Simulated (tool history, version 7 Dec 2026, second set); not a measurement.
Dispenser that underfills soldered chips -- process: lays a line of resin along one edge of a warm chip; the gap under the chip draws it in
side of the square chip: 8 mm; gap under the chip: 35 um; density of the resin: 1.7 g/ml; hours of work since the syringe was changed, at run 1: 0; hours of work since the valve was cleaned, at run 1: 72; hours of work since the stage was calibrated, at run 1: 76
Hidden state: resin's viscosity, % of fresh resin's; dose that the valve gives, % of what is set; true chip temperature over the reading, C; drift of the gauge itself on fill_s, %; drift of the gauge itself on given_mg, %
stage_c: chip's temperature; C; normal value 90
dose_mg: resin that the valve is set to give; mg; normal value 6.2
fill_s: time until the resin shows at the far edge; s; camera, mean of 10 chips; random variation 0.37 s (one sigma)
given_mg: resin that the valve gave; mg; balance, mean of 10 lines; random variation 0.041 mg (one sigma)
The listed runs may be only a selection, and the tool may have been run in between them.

| run | day | stage_c | dose_mg | hours of work since the syringe was changed | hours of work since the valve was cleaned | hours of work since the stage was calibrated | fill_s | given_mg |
|---|---|---|---|---|---|---|---|---|
| 1 | 0 | 90 | 6.2 | 0 | 72 | 76 | 23.3 | 5.93 |
| 2 | 0.183 | 90 | 6.2 | 3 | 74 | 79 | 27.4 | 5.9 |
| 3 | 0.3 | 90 | 6.2 | 5 | 76 | 80 | 30.6 | 5.88 |
|  | 0.488 | new syringe of resin |
| 4 | 0.508 | 102 | 6.2 | 0 | 79 | 83 | 13.3 | 5.86 |
| 5 | 0.671 | 79 | 6.2 | 3 | 81 | 86 | 46.6 | 5.93 |
| 6 | 0.8 | 90 | 6.2 | 5 | 83 | 88 | 30.9 | 5.9 |
|  | 1 | new syringe of resin |
| 7 | 1.004 | 90 | 6.2 | 0 | 86 | 91 | 23 | 5.82 |
| 8 | 1.104 | 98 | 6.2 | 2 | 88 | 92 | 17.5 | 5.82 |
| 9 | 1.233 | 98 | 6.2 | 3 | 90 | 94 | 19.5 | 5.84 |
| 10 | 1.379 | 90 | 7.88 | 6 | 92 | 96 | 32.4 | 7.44 |
|  | 1.521 | new syringe of resin |
| 11 | 1.575 | 90 | 7.88 | 1 | 95 | 99 | 23.5 | 7.43 |
| 12 | 1.733 | 90 | 7.88 | 3 | 97 | 101 | 27.2 | 7.43 |
| 13 | 1.854 | 88 | 7.88 | 5 | 99 | 103 | 33.3 | 7.33 |
|  | 2.05 | new syringe of resin |
| 14 | 2.083 | 88 | 7.88 | 1 | 102 | 107 | 25.7 | 7.39 |
| 15 | 2.196 | 88 | 7.88 | 2 | 104 | 108 | 28.8 | 7.36 |
| 16 | 2.3 | 88 | 7.88 | 4 | 105 | 110 | 31.4 | 7.33 |
| 17 | 2.433 | 88 | 5.41 | 6 | 107 | 112 | 38.5 | 5.04 |
|  | 2.567 | new syringe of resin |
| 18 | 2.567 | 90 | 5.99 | 0 | 109 | 114 | 22.7 | 5.6 |
| 19 | 2.721 | 90 | 5.99 | 2 | 111 | 116 | 26.7 | 5.49 |
| 20 | 2.908 | 90 | 6.83 | 5 | 114 | 119 | 31.8 | 6.37 |
| 21 | 3.012 | 90 | 6.83 | 7 | 116 | 120 | 35.4 | 6.26 |
|  | 3.088 | new syringe of resin |
| 22 | 3.225 | 78 | 5.61 | 2 | 119 | 123 | 48.4 | 5.19 |
| 23 | 3.396 | 84 | 7.26 | 5 | 121 | 126 | 41.8 | 6.63 |
| 24 | 3.562 | 95 | 6.2 | 7 | 124 | 128 | 28.8 | 5.68 |
|  | 3.608 | new syringe of resin |
| 25 | 3.683 | 95 | 6.2 | 1 | 126 | 130 | 19.7 | 5.72 |
| 26 | 3.9 | 80 | 5.55 | 4 | 129 | 133 | 53.3 | 5.12 |
| 27 | 4 | 103 | 6.31 | 6 | 130 | 135 | 18.8 | 5.69 |
|  | 4.121 | new syringe of resin |
| 28 | 4.2 | 96 | 6.2 | 1 | 133 | 138 | 18.6 | 5.69 |
| 29 | 4.338 | 96 | 6.2 | 3 | 135 | 140 | 21.7 | 5.61 |
| 30 | 4.429 | 87 | 7.25 | 5 | 137 | 141 | 36.4 | 6.57 |
| 31 | 4.521 | 89 | 6.48 | 6 | 138 | 142 | 35.4 | 5.91 |
|  | 4.633 | new syringe of resin |
| 32 | 4.712 | 101 | 7.09 | 1 | 141 | 145 | 14.6 | 6.47 |
| 33 | 4.842 | 105 | 6.95 | 3 | 143 | 147 | 13.5 | 6.37 |
|  | 5.1 | dispensing valve cleaned and set on the balance |
| 34 | 5.104 | 97 | 8.02 | 6 | 0 | 150 | 25 | 7.99 |
|  | 5.196 | new syringe of resin |
| 35 | 5.288 | 87 | 7.04 | 1 | 3 | 153 | 29.1 | 7 |
| 36 | 5.438 | 86 | 7.17 | 4 | 5 | 155 | 35.5 | 7.2 |
| 37 | 5.529 | 86 | 7.17 | 5 | 6 | 157 | 38.9 | 7.18 |

Below are 3 alternative next runs, each starting from the tool's condition after run 37. Predict each:
|  | 5.721 | new syringe of resin |
| A | 5.725 | 86 | 6.51 | 0 | 9 | 159 | ? | ? |
|  | 5.721 | new syringe of resin |
| B | 5.725 | 94 | 7.11 | 0 | 9 | 159 | ? | ? |
|  | 5.721 | new syringe of resin |
| C | 5.725 | 101 | 6.2 | 0 | 9 | 159 | ? | ? |

| run | fill_s | given_mg |
|---|---|---|
| A | 27.9 | 6.46 |
| B | 19.1 | 7.05 |
| C | 13.9 | 6.12 |
With no hidden state in the tool, these same runs would have given:
| run | fill_s | given_mg |
|---|---|---|
| A | 26.5 | 6.5 |
| B | 18.2 | 7.1 |
| C | 13.3 | 6.16 |

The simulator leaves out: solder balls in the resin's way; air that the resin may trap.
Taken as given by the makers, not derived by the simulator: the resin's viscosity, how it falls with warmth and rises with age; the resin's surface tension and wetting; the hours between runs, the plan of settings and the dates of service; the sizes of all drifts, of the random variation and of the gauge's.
